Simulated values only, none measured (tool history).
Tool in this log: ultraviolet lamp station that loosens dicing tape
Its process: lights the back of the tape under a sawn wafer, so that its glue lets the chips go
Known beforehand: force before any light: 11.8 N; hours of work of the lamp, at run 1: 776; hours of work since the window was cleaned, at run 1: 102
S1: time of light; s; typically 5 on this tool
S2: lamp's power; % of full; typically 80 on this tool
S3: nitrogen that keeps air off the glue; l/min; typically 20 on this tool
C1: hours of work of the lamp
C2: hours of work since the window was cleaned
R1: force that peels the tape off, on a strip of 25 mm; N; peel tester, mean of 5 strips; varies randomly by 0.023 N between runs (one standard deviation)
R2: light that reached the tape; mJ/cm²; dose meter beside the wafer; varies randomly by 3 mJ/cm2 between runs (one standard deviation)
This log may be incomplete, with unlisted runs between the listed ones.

run	hour	S1	S2	S3	C1	C2	R1	R2
1	0.0	5	80	20	776	102	1.752	363
2	54.2	5	80	20	799	125	1.739	352
3	119.4	5	80	20	826	152	1.757	356
4	170.1	5	80	8	847	173	2.862	349
5	227.5	5	80	20	871	197	1.859	347
6	263.1	5	80	20	886	212	1.806	345
7	316.9	5	80	20	908	234	1.934	335
8	357.1	5	80	34	925	251	1.518	333
9	418.4	5	80	20	951	277	1.929	330
10	465.0	5	80	20	970	296	1.941	331
11	527.3	5	80	20	996	322	2.028	331
12	561.9	5	80	20	1011	337	2.138	321
13	591.8	7	80	20	1023	349	1.092	448
14	620.1	4	80	20	1035	361	2.960	259
# hour 626.7: window cleaned of glue's vapour
15	684.4	4	80	20	1062	24	2.990	253
16	711.7	4	80	20	1073	35	3.011	252
17	775.1	4	80	20	1099	62	3.092	247
18	829.5	7	69	20	1122	85	1.747	366
19	861.4	9	89	9	1135	98	1.003	603
# hour 919.1: lamp changed
20	919.1	7	65	19	0	122	1.044	474
# hour 924.3: window cleaned of glue's vapour, once more
21	959.5	6	62	11	17	15	1.796	420
22	1005.5	6	62	11	36	34	1.830	414
23	1033.3	5	80	11	47	45	1.669	441
24	1089.0	3	83	33	71	69	2.288	272
25	1134.3	3	83	33	90	88	2.200	270
26	1189.2	3	83	33	112	110	2.353	266
27	1229.8	5	80	19	129	127	1.236	426
28	1285.8	2	80	24	153	151	4.534	170
29	1347.6	5	84	12	179	177	1.590	438
30	1374.7	4	70	7	190	188	3.848	291
31	1411.9	5	80	10	205	203	1.970	413
32	1438.8	4	63	12	217	215	3.615	262
33	1478.2	5	77	33	233	231	1.109	394
34	1531.1	5	77	33	255	253	1.157	387

Each row is a separate what-if for the run after 34, all from the same tool condition, not one after another. Results?
A	1575.8	5	93	7	274	272	?	?
B	1575.8	5	80	12	274	272	?	?
C	1575.8	5	80	9	274	272	?	?
D	1575.8	5	80	8	274	272	?	?

run	R1	R2
A	1.981	465
B	1.827	404
C	2.188	402
D	2.368	404
Without the tool's unlogged condition, the same runs would have read:
run	R1	R2
A	1.619	521
B	1.485	452
C	1.807	450
D	1.968	453

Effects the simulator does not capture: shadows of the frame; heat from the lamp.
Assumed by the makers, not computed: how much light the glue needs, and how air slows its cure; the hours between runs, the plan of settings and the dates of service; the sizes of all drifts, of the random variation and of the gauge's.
